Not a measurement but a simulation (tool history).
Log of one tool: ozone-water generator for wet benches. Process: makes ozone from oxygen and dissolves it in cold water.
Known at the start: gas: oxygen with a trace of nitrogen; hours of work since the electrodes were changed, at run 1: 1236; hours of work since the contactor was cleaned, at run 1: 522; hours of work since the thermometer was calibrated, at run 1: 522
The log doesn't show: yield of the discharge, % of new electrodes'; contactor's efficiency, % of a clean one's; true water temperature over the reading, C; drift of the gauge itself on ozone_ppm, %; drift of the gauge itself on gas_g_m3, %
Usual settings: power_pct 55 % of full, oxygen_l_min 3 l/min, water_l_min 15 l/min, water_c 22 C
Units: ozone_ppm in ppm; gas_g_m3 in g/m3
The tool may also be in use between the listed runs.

| run | hour | power_pct | oxygen_l_min | water_l_min | water_c | hours of work since the electrodes were changed | hours of work since the contactor was cleaned | hours of work since the thermometer was calibrated | ozone_ppm | gas_g_m3 |
|---|---|---|---|---|---|---|---|---|---|---|
| 1 | 0 | 55 | 3 | 15 | 22 | 1236 | 522 | 522 | 10.9 | 174.4 |
| 2 | 52.8 | 55 | 3 | 15 | 22 | 1274 | 560 | 560 | 10.9 | 176.9 |
| 3 | 97.6 | 55 | 3 | 15 | 22 | 1307 | 593 | 593 | 11.1 | 173.6 |
| 4 | 139.5 | 55 | 3 | 15 | 22 | 1337 | 623 | 623 | 10.8 | 173.9 |
| 5 | 212.2 | 55 | 3 | 15 | 22 | 1390 | 676 | 676 | 10.8 | 172.8 |
| 6 | 276.4 | 55 | 3 | 15 | 22 | 1437 | 723 | 723 | 10.7 | 173.8 |
| 7 | 335.6 | 55 | 1.6 | 15 | 22 | 1480 | 766 | 766 | 10.6 | 261.9 |
| 8 | 394.7 | 55 | 3 | 16 | 22 | 1523 | 809 | 809 | 10.3 | 171.7 |
| 9 | 452.7 | 55 | 3 | 16 | 22 | 1565 | 851 | 851 | 10 | 172.2 |
| 10 | 490.8 | 62 | 5.16 | 15 | 21 | 1593 | 879 | 879 | 11.2 | 131.4 |
| 11 | 528.5 | 62 | 4.8 | 15 | 18 | 1621 | 907 | 907 | 11.6 | 137.4 |
| 12 | 580 | 73 | 3.36 | 15 | 22 | 1658 | 944 | 944 | 12.6 | 190.6 |
|  | 590.5 | contactor cleaned |
| 13 | 628 | 55 | 3 | 15 | 15 | 1690 | 27 | 976 | 11.5 | 172.4 |
| 14 | 681.3 | 55 | 3 | 15 | 15 | 1729 | 66 | 1015 | 11.6 | 173.3 |
| 15 | 732.9 | 81 | 1.96 | 15 | 29 | 1766 | 104 | 1052 | 12.3 | 291 |
| 16 | 764.6 | 81 | 1.96 | 12 | 28 | 1790 | 127 | 1076 | 16.1 | 288 |
| 17 | 806.3 | 55 | 1.64 | 15 | 16 | 1820 | 157 | 1106 | 11 | 252.2 |
|  | 820.4 | contactor cleaned, once more |
| 18 | 860.4 | 55 | 1.64 | 15 | 16 | 1856 | 29 | 1142 | 11.4 | 253.4 |

Some steps in ozone_ppm between neighbouring runs. How much of each would the tool show without its hidden state too (settings, what came in, random variation), and how much is left for the hidden state, with any gauge scatter that isn't in both results?
Run 16 -> 17: power_pct 81 -> 55, oxygen_l_min 1.96 -> 1.64, water_l_min 12 -> 15, water_c 28 -> 16. ozone_ppm -5.1 ppm: hidden state +0.6, all else -5.7.
